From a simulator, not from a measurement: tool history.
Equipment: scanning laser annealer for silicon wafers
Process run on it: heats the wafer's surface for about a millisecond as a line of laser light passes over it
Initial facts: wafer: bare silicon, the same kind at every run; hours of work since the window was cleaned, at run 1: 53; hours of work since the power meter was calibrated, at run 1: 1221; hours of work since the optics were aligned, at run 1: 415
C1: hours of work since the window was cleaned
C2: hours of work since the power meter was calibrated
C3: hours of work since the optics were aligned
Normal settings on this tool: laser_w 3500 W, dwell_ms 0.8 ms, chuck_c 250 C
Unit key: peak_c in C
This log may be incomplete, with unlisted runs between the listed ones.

run 1 day=0 | laser_w=3500 dwell_ms=0.8 chuck_c=250 | C1=53 C2=1221 C3=415 | peak_c=1005
run 2 day=2.65 | laser_w=3500 dwell_ms=0.8 chuck_c=250 | C1=91 C2=1259 C3=453 | peak_c=1003
run 3 day=4.833 | laser_w=3500 dwell_ms=0.8 chuck_c=227 | C1=122 C2=1291 C3=484 | peak_c=980
run 4 day=6.792 | laser_w=3500 dwell_ms=0.8 chuck_c=227 | C1=150 C2=1319 C3=512 | peak_c=978
run 5 day=9.412 | laser_w=3500 dwell_ms=0.8 chuck_c=227 | C1=188 C2=1356 C3=549 | peak_c=978
run 6 day=10.617 | laser_w=3500 dwell_ms=0.8 chuck_c=250 | C1=205 C2=1373 C3=566 | peak_c=1001
-- day=10.962 laser's power meter calibrated
run 7 day=13.246 | laser_w=3195 dwell_ms=0.947 chuck_c=250 | C1=241 C2=33 C3=602 | peak_c=992
run 8 day=15.821 | laser_w=3500 dwell_ms=0.988 chuck_c=250 | C1=278 C2=69 C3=639 | peak_c=1078
run 9 day=16.958 | laser_w=3500 dwell_ms=0.881 chuck_c=250 | C1=294 C2=86 C3=655 | peak_c=1033
run 10 day=18.762 | laser_w=3698 dwell_ms=0.8 chuck_c=224 | C1=320 C2=112 C3=681 | peak_c=1014
run 11 day=21.333 | laser_w=3657 dwell_ms=0.961 chuck_c=243 | C1=356 C2=148 C3=718 | peak_c=1096

Below are 5 alternative next runs, each starting from the tool's condition after run 11. Predict each:
run A day=23.504 | laser_w=3500 dwell_ms=0.638 chuck_c=285 | C1=388 C2=179 C3=749 | peak_c=?
run B day=23.504 | laser_w=3657 dwell_ms=0.852 chuck_c=243 | C1=388 C2=179 C3=749 | peak_c=?
run C day=23.504 | laser_w=3500 dwell_ms=0.8 chuck_c=224 | C1=388 C2=179 C3=749 | peak_c=?
run D day=23.504 | laser_w=3838 dwell_ms=0.689 chuck_c=249 | C1=388 C2=179 C3=749 | peak_c=?
run E day=23.504 | laser_w=3591 dwell_ms=0.961 chuck_c=230 | C1=388 C2=179 C3=749 | peak_c=?

run=A peak_c=956
run=B peak_c=1046
run=C peak_c=970
run=D peak_c=1010
run=E peak_c=1064
Without the tool's hidden state the same runs would have given:
run=A peak_c=970
run=B peak_c=1062
run=C peak_c=985
run=D peak_c=1025
run=E peak_c=1081
